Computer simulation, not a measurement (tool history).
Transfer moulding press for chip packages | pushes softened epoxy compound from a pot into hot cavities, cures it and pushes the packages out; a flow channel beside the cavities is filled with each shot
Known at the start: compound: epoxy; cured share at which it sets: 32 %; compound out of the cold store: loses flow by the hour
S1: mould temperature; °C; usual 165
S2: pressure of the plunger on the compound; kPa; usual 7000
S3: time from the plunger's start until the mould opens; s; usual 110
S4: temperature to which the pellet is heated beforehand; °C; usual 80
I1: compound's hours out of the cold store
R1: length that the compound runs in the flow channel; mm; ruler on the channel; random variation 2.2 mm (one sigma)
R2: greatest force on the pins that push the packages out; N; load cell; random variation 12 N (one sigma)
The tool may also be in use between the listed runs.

{"run": 1, "hour": 0.0, "S1": 165, "S2": 7000, "S3": 110, "S4": 80, "I1": 28.5, "R1": 595, "R2": 547}
{"run": 2, "hour": 9.2, "S1": 165, "S2": 7000, "S3": 110, "S4": 80, "I1": 14.7, "R1": 637, "R2": 575}
{"run": 3, "hour": 20.3, "S1": 165, "S2": 7000, "S3": 110, "S4": 80, "I1": 36.1, "R1": 571, "R2": 557}
{"run": 4, "hour": 31.1, "S1": 165, "S2": 5690, "S3": 110, "S4": 80, "I1": 39.1, "R1": 501, "R2": 552}
{"run": 5, "hour": 49.2, "S1": 165, "S2": 5690, "S3": 110, "S4": 80, "I1": 21.7, "R1": 552, "R2": 553}
{"run": 6, "hour": 63.8, "S1": 165, "S2": 6680, "S3": 110, "S4": 80, "I1": 26.3, "R1": 588, "R2": 574}
{"hour": 86.3, "done": "cavities cleaned with cleaning compound and waxed"}
{"run": 7, "hour": 86.3, "S1": 165, "S2": 7000, "S3": 110, "S4": 76, "I1": 24.0, "R1": 607, "R2": 552}
{"run": 8, "hour": 103.5, "S1": 165, "S2": 7000, "S3": 110, "S4": 76, "I1": 39.4, "R1": 562, "R2": 537}
{"run": 9, "hour": 117.7, "S1": 165, "S2": 7000, "S3": 110, "S4": 80, "I1": 13.7, "R1": 642, "R2": 570}
{"run": 10, "hour": 126.7, "S1": 165, "S2": 7000, "S3": 110, "S4": 80, "I1": 12.7, "R1": 642, "R2": 573}
{"run": 11, "hour": 146.3, "S1": 165, "S2": 7000, "S3": 140, "S4": 80, "I1": 19.9, "R1": 619, "R2": 445}
{"run": 12, "hour": 156.1, "S1": 165, "S2": 7000, "S3": 140, "S4": 80, "I1": 39.8, "R1": 561, "R2": 462}
{"run": 13, "hour": 168.1, "S1": 165, "S2": 7000, "S3": 92, "S4": 80, "I1": 33.3, "R1": 578, "R2": 741}
{"run": 14, "hour": 184.7, "S1": 165, "S2": 7000, "S3": 92, "S4": 80, "I1": 46.3, "R1": 540, "R2": 710}
{"hour": 194.7, "done": "cavities cleaned with cleaning compound and waxed"}
{"run": 15, "hour": 208.4, "S1": 165, "S2": 7000, "S3": 92, "S4": 80, "I1": 13.8, "R1": 638, "R2": 763}

Forecast run 16:
{"run": 16, "hour": 222.4, "S1": 173, "S2": 6160, "S3": 144, "S4": 77, "I1": 11.6, "R1": "?", "R2": "?"}

R1: 593 mm
R2: 436 N
Without the tool's hidden state the same run would have given R1 593 mm, R2 433 N.

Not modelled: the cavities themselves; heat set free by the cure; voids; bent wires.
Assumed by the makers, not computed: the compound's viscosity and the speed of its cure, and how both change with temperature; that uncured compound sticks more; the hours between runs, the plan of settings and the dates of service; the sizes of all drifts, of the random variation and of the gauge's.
